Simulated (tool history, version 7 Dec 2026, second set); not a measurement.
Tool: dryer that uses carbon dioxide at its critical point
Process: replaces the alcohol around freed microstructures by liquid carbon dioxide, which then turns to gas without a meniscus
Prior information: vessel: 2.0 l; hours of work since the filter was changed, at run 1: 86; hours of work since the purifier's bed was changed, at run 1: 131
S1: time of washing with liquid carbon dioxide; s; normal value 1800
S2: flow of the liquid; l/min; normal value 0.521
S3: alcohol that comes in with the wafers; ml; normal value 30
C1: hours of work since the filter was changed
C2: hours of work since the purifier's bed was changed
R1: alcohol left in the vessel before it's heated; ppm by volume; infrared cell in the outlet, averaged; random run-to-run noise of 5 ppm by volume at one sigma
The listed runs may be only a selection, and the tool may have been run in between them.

run,hour,S1,S2,S3,C1,C2,R1
1,0,1800,0.521,30,86,131,94
2,41,1800,0.521,30,118,163,102
3,77.8,1800,0.521,30,148,193,114
4,121,1800,0.521,26,182,227,126
5,146.6,1800,0.521,26,202,247,118
6,165.6,1800,0.521,26,217,262,140
7,199.2,1800,0.521,26,244,289,147
8,231,2760,0.521,30,269,314,116
9,250.5,1800,0.521,61,284,329,217
10,292.1,1800,0.521,64,317,362,239
11,333.7,1800,0.521,30,350,395,195
12,362.9,1800,0.521,30,373,418,205
13,402.1,1800,0.458,30,404,449,264
14,436.1,1800,0.458,30,431,476,263
15,468,1800,0.458,30,456,501,281
16,494.8,2700,0.514,30,478,523,188
17,521.5,2160,0.713,21,499,544,185
# hour 545.3: purifier's bed changed
18,546.3,1560,0.475,28,516,1,193
19,564.1,1500,0.348,28,530,15,649
20,590.5,2220,0.521,53,551,36,47
21,610.1,2220,0.521,53,567,51,57
22,628.9,1800,0.392,97,581,66,807
# hour 636.3: inlet filter changed
23,666.1,1800,0.392,97,24,95,568
24,695.1,1800,0.392,97,47,118,588
25,717.3,1440,0.75,33,64,135,67
26,760.4,1380,0.79,33,98,169,74
27,799.5,1500,0.513,25,129,200,176
28,821.4,1500,0.513,25,147,218,175
29,853.2,1860,0.521,41,172,243,133

Alternative continuations, all from the tool just after run 29; predict every row:
A,879,1560,0.633,74,192,263,?
B,879,2700,0.693,21,192,263,?
C,879,1800,0.423,71,192,263,?
D,879,1680,0.395,28,192,263,?

run,R1
A,172
B,92
C,404
D,308
The same runs, with their run-to-run variation unchanged, on a tool lacking any hidden condition would have given:
run,R1
A,74
B,8
C,280
D,198
